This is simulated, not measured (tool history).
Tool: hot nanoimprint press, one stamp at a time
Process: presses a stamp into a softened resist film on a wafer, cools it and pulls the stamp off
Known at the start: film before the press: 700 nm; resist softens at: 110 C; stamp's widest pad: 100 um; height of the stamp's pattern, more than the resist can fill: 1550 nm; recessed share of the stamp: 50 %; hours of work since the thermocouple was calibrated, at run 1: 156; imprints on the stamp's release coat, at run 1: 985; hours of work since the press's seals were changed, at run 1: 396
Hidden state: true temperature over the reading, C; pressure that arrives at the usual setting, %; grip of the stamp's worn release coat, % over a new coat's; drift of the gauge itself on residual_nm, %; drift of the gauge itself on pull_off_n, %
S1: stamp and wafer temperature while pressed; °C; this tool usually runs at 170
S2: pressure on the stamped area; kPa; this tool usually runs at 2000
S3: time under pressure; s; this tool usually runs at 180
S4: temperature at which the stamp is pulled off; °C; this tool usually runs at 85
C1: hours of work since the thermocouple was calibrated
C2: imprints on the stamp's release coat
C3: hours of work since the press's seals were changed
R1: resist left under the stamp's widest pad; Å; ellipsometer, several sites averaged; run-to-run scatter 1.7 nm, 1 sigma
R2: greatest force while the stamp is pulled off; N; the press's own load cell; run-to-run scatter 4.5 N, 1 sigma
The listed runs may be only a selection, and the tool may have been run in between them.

| run | hour | S1 | S2 | S3 | S4 | C1 | C2 | C3 | R1 | R2 |
|---|---|---|---|---|---|---|---|---|---|---|
| 1 | 0.0 | 170 | 2000 | 180 | 85 | 156 | 985 | 396 | 3803 | 262 |
| 2 | 30.0 | 170 | 2000 | 177 | 85 | 173 | 1081 | 413 | 3760 | 262 |
| 3 | 52.5 | 170 | 2000 | 177 | 85 | 186 | 1152 | 426 | 3770 | 281 |
| 4 | 71.2 | 170 | 2000 | 177 | 85 | 197 | 1212 | 437 | 3830 | 269 |
|  | 107.2 | stamp cleaned and given a new release coat |
| 5 | 107.2 | 170 | 1910 | 180 | 85 | 214 | 0 | 454 | 3843 | 213 |
| 6 | 129.7 | 170 | 1910 | 180 | 85 | 227 | 72 | 467 | 3808 | 212 |
| 7 | 150.1 | 172 | 1910 | 180 | 90 | 238 | 136 | 479 | 3466 | 220 |
| 8 | 167.0 | 166 | 1460 | 296 | 75 | 248 | 190 | 488 | 4429 | 252 |
| 9 | 186.9 | 166 | 1460 | 102 | 75 | 260 | 253 | 500 | 5618 | 242 |
| 10 | 212.0 | 169 | 1950 | 102 | 77 | 274 | 333 | 514 | 4667 | 246 |
| 11 | 230.1 | 169 | 1640 | 102 | 77 | 284 | 390 | 524 | 4919 | 259 |
| 12 | 250.1 | 169 | 1640 | 102 | 77 | 296 | 454 | 536 | 4909 | 259 |

Below are 5 alternative next runs, each starting from the tool's condition after run 12. Predict each:
| A | 268.5 | 169 | 1620 | 102 | 87 | 306 | 512 | 546 | ? | ? |
| B | 268.5 | 160 | 2000 | 180 | 85 | 306 | 512 | 546 | ? | ? |
| C | 268.5 | 170 | 2910 | 180 | 89 | 306 | 512 | 546 | ? | ? |
| D | 268.5 | 162 | 2000 | 101 | 80 | 306 | 512 | 546 | ? | ? |
| E | 268.5 | 179 | 2000 | 180 | 76 | 306 | 512 | 546 | ? | ? |

| run | R1 | R2 |
|---|---|---|
| A | 4974 | 235 |
| B | 5611 | 240 |
| C | 3148 | 227 |
| D | 5854 | 248 |
| E | 2357 | 261 |
Without the tool's hidden state the same runs would have given:
| run | R1 | R2 |
|---|---|---|
| A | 5116 | 217 |
| B | 5741 | 222 |
| C | 3241 | 209 |
| D | 5965 | 228 |
| E | 2438 | 240 |
